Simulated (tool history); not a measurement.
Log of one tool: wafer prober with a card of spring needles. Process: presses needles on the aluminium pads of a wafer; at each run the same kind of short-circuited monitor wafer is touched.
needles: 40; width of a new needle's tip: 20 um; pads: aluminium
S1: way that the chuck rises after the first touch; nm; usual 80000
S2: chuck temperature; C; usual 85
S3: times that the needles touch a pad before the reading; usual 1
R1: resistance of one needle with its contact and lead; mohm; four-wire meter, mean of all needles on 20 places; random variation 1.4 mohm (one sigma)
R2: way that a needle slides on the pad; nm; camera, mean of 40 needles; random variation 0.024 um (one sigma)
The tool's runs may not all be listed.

| run | day | S1 | S2 | S3 | R1 | R2 |
|---|---|---|---|---|---|---|
| 1 | 0.000 | 80000 | 85 | 1 | 227 | 21250 |
| 2 | 0.838 | 80000 | 85 | 1 | 240 | 21210 |
| 3 | 1.604 | 80000 | 85 | 1 | 241 | 21250 |
| 4 | 3.096 | 80000 | 85 | 1 | 219 | 21180 |
| 5 | 4.288 | 80000 | 85 | 1 | 166 | 21160 |
| 6 | 5.754 | 80000 | 85 | 1 | 144 | 21570 |
| 7 | 7.088 | 71000 | 85 | 1 | 284 | 19160 |
| 8 | 7.742 | 71000 | 85 | 3 | 175 | 19100 |
| 9 | 8.362 | 71000 | 85 | 3 | 164 | 19070 |
| 10 | 9.508 | 80000 | 85 | 1 | 255 | 21520 |
| 11 | 10.512 | 80000 | 85 | 1 | 187 | 21470 |
| 12 | 12.046 | 80000 | 85 | 1 | 196 | 21420 |
| 13 | 12.925 | 77000 | 85 | 1 | 237 | 20590 |
| 14 | 13.862 | 80000 | 85 | 1 | 247 | 21430 |
| 15 | 14.854 | 80000 | 85 | 1 | 127 | 21330 |
| 16 | 16.383 | 80000 | 85 | 1 | 131 | 21340 |
| 17 | 17.579 | 80000 | 85 | 1 | 242 | 21360 |
| 18 | 18.425 | 80000 | 85 | 1 | 247 | 21310 |
| 19 | 19.067 | 67000 | 85 | 1 | 282 | 17770 |
| 20 | 20.500 | 67000 | 55 | 3 | 176 | 17760 |
| 21 | 21.929 | 67000 | 56 | 2 | 179 | 17730 |
| 22 | 22.879 | 99000 | 35 | 1 | 177 | 26350 |
| 23 | 24.179 | 82000 | 35 | 1 | 170 | 21730 |
| 24 | 25.425 | 73000 | 27 | 3 | 170 | 19700 |
| 25 | 26.267 | 73000 | 27 | 3 | 179 | 19680 |
| 26 | 27.108 | 61000 | 88 | 2 | 138 | 16440 |
| 27 | 28.608 | 88000 | 46 | 1 | 122 | 23650 |
| 28 | 29.479 | 66000 | 50 | 1 | 183 | 17700 |
| 29 | 30.708 | 66000 | 85 | 1 | 304 | 17700 |
| 30 | 31.500 | 80000 | 121 | 1 | 244 | 21420 |
| 31 | 32.462 | 80000 | 121 | 1 | 142 | 21370 |

Not shown: 45 entries that the log had between the listed runs. Between which runs, and how does the tool's hidden state differ before and after?
Between runs 1 and 2: tips cleaned on abrasive film (day 0.412)
  debris on the tips, nm: 83.3 -> 96.3; way that the needles fall short of the set height, um: 1.3 -> 1.38; tips' diameter, um: 20.46 -> 20.48
  measured less the result without the state, R1: +105 -> +121 mohm; R2: -350 -> -370 nm
Between runs 2 and 3: tips cleaned on abrasive film (day 1.125)
  debris on the tips, nm: 96.3 -> 95.7; way that the needles fall short of the set height, um: 1.38 -> 1.45; tips' diameter, um: 20.48 -> 20.51
  measured less the result without the state, R1: +121 -> +121 mohm; R2: -370 -> -390 nm
Between runs 3 and 4: tips cleaned on abrasive film (day 1.917); tips cleaned on abrasive film (day 2.712)
  debris on the tips, nm: 95.7 -> 79.3; way that the needles fall short of the set height, um: 1.45 -> 1.58; tips' diameter, um: 20.51 -> 20.55
  measured less the result without the state, R1: +121 -> +100 mohm; R2: -390 -> -430 nm
Between runs 4 and 5: tips cleaned on abrasive film (day 3.467); tips cleaned on abrasive film (day 4.179)
  debris on the tips, nm: 79.3 -> 35.3; way that the needles fall short of the set height, um: 1.58 -> 1.68; tips' diameter, um: 20.55 -> 20.59
  measured less the result without the state, R1: +100 -> +46 mohm; R2: -430 -> -450 nm
Between runs 5 and 6: height of the first contact set anew (day 4.817); tips cleaned on abrasive film (day 4.925); tips cleaned on abrasive film (day 5.725)
  debris on the tips, nm: 35.3 -> 19.8; way that the needles fall short of the set height, um: 1.68 -> 0.11; tips' diameter, um: 20.59 -> 20.63
  measured less the result without the state, R1: +46 -> +25 mohm; R2: -450 -> -30 nm
Between runs 6 and 7: tips cleaned on abrasive film (day 6.542)
  debris on the tips, nm: 19.8 -> 106.8; way that the needles fall short of the set height, um: 0.11 -> 0.16; tips' diameter, um: 20.63 -> 20.65
  measured less the result without the state, R1: +25 -> +165 mohm; R2: -30 -> -40 nm
Between runs 7 and 8: tips cleaned on abrasive film (day 7.304)
  debris on the tips, nm: 106.8 -> 94.4; way that the needles fall short of the set height, um: 0.16 -> 0.24; tips' diameter, um: 20.65 -> 20.67
  measured less the result without the state, R1: +165 -> +53 mohm; R2: -40 -> -70 nm
Between runs 8 and 9: tips cleaned on abrasive film (day 8.017)
  debris on the tips, nm: 94.4 -> 75.2; way that the needles fall short of the set height, um: 0.24 -> 0.3; tips' diameter, um: 20.67 -> 20.69
  measured less the result without the state, R1: +53 -> +43 mohm; R2: -70 -> -80 nm
Between runs 9 and 10: tips cleaned on abrasive film (day 8.833)
  debris on the tips, nm: 75.2 -> 109.9; way that the needles fall short of the set height, um: 0.3 -> 0.37; tips' diameter, um: 20.69 -> 20.72
  measured less the result without the state, R1: +43 -> +137 mohm; R2: -80 -> -100 nm
Between runs 10 and 11: tips cleaned on abrasive film (day 9.621); tips cleaned on abrasive film (day 10.342)
  debris on the tips, nm: 109.9 -> 54.9; way that the needles fall short of the set height, um: 0.37 -> 0.49; tips' diameter, um: 20.72 -> 20.76
  measured less the result without the state, R1: +137 -> +69 mohm; R2: -100 -> -140 nm
Between runs 11 and 12: tips cleaned on abrasive film (day 11.058); tips cleaned on abrasive film (day 11.817)
  debris on the tips, nm: 54.9 -> 59.8; way that the needles fall short of the set height, um: 0.49 -> 0.6; tips' diameter, um: 20.76 -> 20.8
  measured less the result without the state, R1: +69 -> +76 mohm; R2: -140 -> -160 nm
Between runs 12 and 13: tips cleaned on abrasive film (day 12.571)
  debris on the tips, nm: 59.8 -> 86.7; way that the needles fall short of the set height, um: 0.6 -> 0.66; tips' diameter, um: 20.8 -> 20.82
  measured less the result without the state, R1: +76 -> +119 mohm; R2: -160 -> -180 nm
Between runs 13 and 14: tips cleaned on abrasive film (day 13.392)
  debris on the tips, nm: 86.7 -> 98.6; way that the needles fall short of the set height, um: 0.66 -> 0.7; tips' diameter, um: 20.82 -> 20.84
  measured less the result without the state, R1: +119 -> +127 mohm; R2: -180 -> -190 nm
Between runs 14 and 15: tips cleaned on abrasive film (day 14.142); tips cleaned on abrasive film (day 14.854)
  debris on the tips, nm: 98.6 -> 8; way that the needles fall short of the set height, um: 0.7 -> 0.83; tips' diameter, um: 20.84 -> 20.88
  measured less the result without the state, R1: +127 -> +10 mohm; R2: -190 -> -220 nm
Between runs 15 and 16: tips cleaned on abrasive film (day 15.638); tips cleaned on abrasive film (day 16.383)
  debris on the tips, nm: 8 -> 9.1; way that the needles fall short of the set height, um: 0.83 -> 0.94; tips' diameter, um: 20.88 -> 20.92
  measured less the result without the state, R1: +10 -> +13 mohm; R2: -220 -> -260 nm
Between runs 16 and 17: tips cleaned on abrasive film (day 17.112)
  debris on the tips, nm: 9.1 -> 96; way that the needles fall short of the set height, um: 0.94 -> 1.01; tips' diameter, um: 20.92 -> 20.94
  measured less the result without the state, R1: +13 -> +125 mohm; R2: -260 -> -270 nm
Between runs 17 and 18: tips cleaned on abrasive film (day 17.921)
  debris on the tips, nm: 96 -> 98.7; way that the needles fall short of the set height, um: 1.01 -> 1.07; tips' diameter, um: 20.94 -> 20.96
  measured less the result without the state, R1: +125 -> +129 mohm; R2: -270 -> -290 nm
Between runs 18 and 19: tips cleaned on abrasive film (day 18.675)
  debris on the tips, nm: 98.7 -> 85.3; way that the needles fall short of the set height, um: 1.07 -> 1.13; tips' diameter, um: 20.96 -> 20.98
  measured less the result without the state, R1: +129 -> +159 mohm; R2: -290 -> -300 nm
Between runs 19 and 20: tips cleaned on abrasive film (day 19.438); tips cleaned on abrasive film (day 20.150)
  debris on the tips, nm: 85.3 -> 82.3; way that the needles fall short of the set height, um: 1.13 -> 1.28; tips' diameter, um: 20.98 -> 21.04
  measured less the result without the state, R1: +159 -> +58 mohm; R2: -300 -> -340 nm
Between runs 20 and 21: tips cleaned on abrasive film (day 20.971); tips cleaned on abrasive film (day 21.762)
  debris on the tips, nm: 82.3 -> 52.1; way that the needles fall short of the set height, um: 1.28 -> 1.41; tips' diameter, um: 21.04 -> 21.08
  measured less the result without the state, R1: +58 -> +62 mohm; R2: -340 -> -380 nm
Between runs 21 and 22: tips cleaned on abrasive film (day 22.554)
  debris on the tips, nm: 52.1 -> 75.1; way that the needles fall short of the set height, um: 1.41 -> 1.45; tips' diameter, um: 21.08 -> 21.1
  measured less the result without the state, R1: +62 -> +71 mohm; R2: -380 -> -390 nm
Between runs 22 and 23: tips cleaned on abrasive film (day 23.283); tips cleaned on abrasive film (day 24.042)
  debris on the tips, nm: 75.1 -> 42.2; way that the needles fall short of the set height, um: 1.45 -> 1.59; tips' diameter, um: 21.1 -> 21.14
  measured less the result without the state, R1: +71 -> +59 mohm; R2: -390 -> -430 nm
Between runs 23 and 24: height of the first contact set anew (day 24.592); tips cleaned on abrasive film (day 24.842)
  debris on the tips, nm: 42.2 -> 99.8; way that the needles fall short of the set height, um: 1.59 -> 0.06; tips' diameter, um: 21.14 -> 21.16
  measured less the result without the state, R1: +59 -> +60 mohm; R2: -430 -> -20 nm
Between runs 24 and 25: tips cleaned on abrasive film (day 25.567)
  debris on the tips, nm: 99.8 -> 115.4; way that the needles fall short of the set height, um: 0.06 -> 0.14; tips' diameter, um: 21.16 -> 21.19
  measured less the result without the state, R1: +60 -> +70 mohm; R2: -20 -> -40 nm
Between runs 25 and 26: tips cleaned on abrasive film (day 26.379); tips cleaned on abrasive film (day 27.100)
  debris on the tips, nm: 115.4 -> 9.9; way that the needles fall short of the set height, um: 0.14 -> 0.27; tips' diameter, um: 21.19 -> 21.24
  measured less the result without the state, R1: +70 -> +15 mohm; R2: -40 -> -70 nm
Between runs 26 and 27: tips cleaned on abrasive film (day 27.862); tips cleaned on abrasive film (day 28.608)
  debris on the tips, nm: 9.9 -> 5.4; way that the needles fall short of the set height, um: 0.27 -> 0.39; tips' diameter, um: 21.24 -> 21.28
  measured less the result without the state, R1: +15 -> +7 mohm; R2: -70 -> -100 nm
Between runs 27 and 28: tips cleaned on abrasive film (day 29.408)
  debris on the tips, nm: 5.4 -> 33.9; way that the needles fall short of the set height, um: 0.39 -> 0.46; tips' diameter, um: 21.28 -> 21.3
  measured less the result without the state, R1: +7 -> +69 mohm; R2: -100 -> -130 nm
Between runs 28 and 29: tips cleaned on abrasive film (day 30.233)
  debris on the tips, nm: 33.9 -> 96.2; way that the needles fall short of the set height, um: 0.46 -> 0.53; tips' diameter, um: 21.3 -> 21.33
  measured less the result without the state, R1: +69 -> +184 mohm; R2: -130 -> -140 nm
Between runs 29 and 30: tips cleaned on abrasive film (day 31.004)
  debris on the tips, nm: 96.2 -> 99; way that the needles fall short of the set height, um: 0.53 -> 0.58; tips' diameter, um: 21.33 -> 21.35
  measured less the result without the state, R1: +184 -> +122 mohm; R2: -140 -> -150 nm
Between runs 30 and 31: tips cleaned on abrasive film (day 31.733); tips cleaned on abrasive film (day 32.458)
  debris on the tips, nm: 99 -> 13.7; way that the needles fall short of the set height, um: 0.58 -> 0.74; tips' diameter, um: 21.35 -> 21.4
  measured less the result without the state, R1: +122 -> +19 mohm; R2: -150 -> -200 nm
